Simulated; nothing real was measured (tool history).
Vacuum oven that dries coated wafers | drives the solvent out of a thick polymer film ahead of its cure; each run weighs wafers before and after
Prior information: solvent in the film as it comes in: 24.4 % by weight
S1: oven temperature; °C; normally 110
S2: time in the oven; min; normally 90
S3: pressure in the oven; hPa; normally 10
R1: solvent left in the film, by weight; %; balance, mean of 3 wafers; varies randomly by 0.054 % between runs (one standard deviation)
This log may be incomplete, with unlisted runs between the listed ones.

run	day	S1	S2	S3	R1
1	0	110	90	10	2.46
2	2.221	99	90	10	7.2
3	4.95	110	81	10	3.01
4	7.146	110	81	10	2.76
5	8.596	110	81	10	2.98
6	11.312	110	81	10	2.97
# day 11.608: vacuum gauge cleaned of residue and calibrated
7	12.788	110	81	10	3.16
8	14.4	110	81	10	2.98
9	16.562	110	81	10	3.03
10	18.767	110	81	10	2.93
11	21.367	110	81	10	2.98
# day 22.4: vacuum gauge cleaned of residue and calibrated, once more
12	22.992	105	45	5.4	8.08
13	25.15	103	158	37.4	3.72
14	26.854	103	158	37.4	3.65
15	28.821	103	158	37.4	3.59
16	31.083	103	73	15	6.26
17	32.979	103	73	15	6.07

Predict each of these 4 candidate next runs independently; none follows another, all start after run 17:
A	35.404	122	73	15	?
B	35.404	110	93	10	?
C	35.404	119	129	13	?
D	35.404	110	90	7.8	?

run	R1
A	0.7
B	1.85
C	0.58
D	1.87
Stripped of hidden state, with their random variation kept, the same runs would have yielded:
run	R1
A	0.71
B	1.95
C	0.55
D	1.98

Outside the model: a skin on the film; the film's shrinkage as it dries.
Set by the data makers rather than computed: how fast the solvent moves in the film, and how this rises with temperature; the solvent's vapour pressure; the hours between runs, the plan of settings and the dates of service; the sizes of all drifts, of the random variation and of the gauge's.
